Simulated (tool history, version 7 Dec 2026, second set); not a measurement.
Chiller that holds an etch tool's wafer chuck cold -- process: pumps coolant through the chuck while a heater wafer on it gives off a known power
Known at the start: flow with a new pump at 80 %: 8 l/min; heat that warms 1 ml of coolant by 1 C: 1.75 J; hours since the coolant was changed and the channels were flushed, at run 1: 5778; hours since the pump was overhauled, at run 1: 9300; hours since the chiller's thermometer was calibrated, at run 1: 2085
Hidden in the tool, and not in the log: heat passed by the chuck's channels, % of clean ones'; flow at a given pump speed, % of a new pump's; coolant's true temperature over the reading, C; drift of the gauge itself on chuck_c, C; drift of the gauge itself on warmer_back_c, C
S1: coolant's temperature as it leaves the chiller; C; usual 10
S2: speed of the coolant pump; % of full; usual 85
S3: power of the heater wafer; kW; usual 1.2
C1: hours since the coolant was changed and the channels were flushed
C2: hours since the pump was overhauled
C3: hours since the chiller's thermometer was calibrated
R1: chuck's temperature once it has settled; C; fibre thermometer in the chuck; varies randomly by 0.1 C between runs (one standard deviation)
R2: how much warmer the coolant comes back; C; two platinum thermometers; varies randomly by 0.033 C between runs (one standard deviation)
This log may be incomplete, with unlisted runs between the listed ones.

run    hour  S1  S2     S3    C1    C2    C3    R1    R2
  1       0  10  85    1.2  5778  9300  2085  19.1  4.88
  2   195.4  10  63    1.2  5973  9496  2280    22   6.6
  3   306.7   6  85    1.2  6085  9607  2392  15.2  4.83
      409.3  -- coolant pump overhauled
  4   441.4  10  85    1.2  6214    32  2521  19.2  4.82
      628.9  -- coolant changed, channels flushed
  5   633.6  10  85  0.669     5   218  2708  15.2  2.69
  6   813.3  10  85  0.669   184   398  2887  15.1  2.74
  7   995.7  10  85  0.669   367   580  3070  15.1   2.7
  8  1180.2  10  85  0.669   551   765  3254  15.1  2.73
  9  1391.3  10  85    1.2   762   976  3465  19.3  4.82
 10  1517.3  16  78   1.42   888  1102  3591  27.7  6.27
 11  1627.4   1  68    1.2   999  1212  3702  12.2  6.03
 12  1782.7   1  68    1.2  1154  1367  3857  12.2  6.12
 13  2008.2  20  99    1.2  1379  1593  4082  27.9  4.18
 14  2117.5  20  99    1.2  1489  1702  4192  28.2  4.19
 15  2220.6  10  85  1.436  1592  1805  4295  21.1  5.82
 16  2331.9  10  85  1.436  1703  1917  4406  20.9   5.8
 17  2502.3   7  85    1.2  1873  2087  4576  16.2  4.84

Each row is a separate what-if for the run after 17, all from the same tool condition, not one after another. Results?
  A  2678.4   4  65    1.2  2049  2263  4753   ?   ?
  B  2678.4   2  67  1.421  2049  2263  4753   ?   ?
  C  2678.4   7  85  0.622  2049  2263  4753   ?   ?

run    R1    R2
  A  15.5  6.36
  B  15.5  7.36
  C  11.9   2.5
The same runs, with their run-to-run variation unchanged, on a tool lacking any hidden condition would have given:
run    R1    R2
  A  15.4  6.36
  B  15.5  7.36
  C  11.9   2.5

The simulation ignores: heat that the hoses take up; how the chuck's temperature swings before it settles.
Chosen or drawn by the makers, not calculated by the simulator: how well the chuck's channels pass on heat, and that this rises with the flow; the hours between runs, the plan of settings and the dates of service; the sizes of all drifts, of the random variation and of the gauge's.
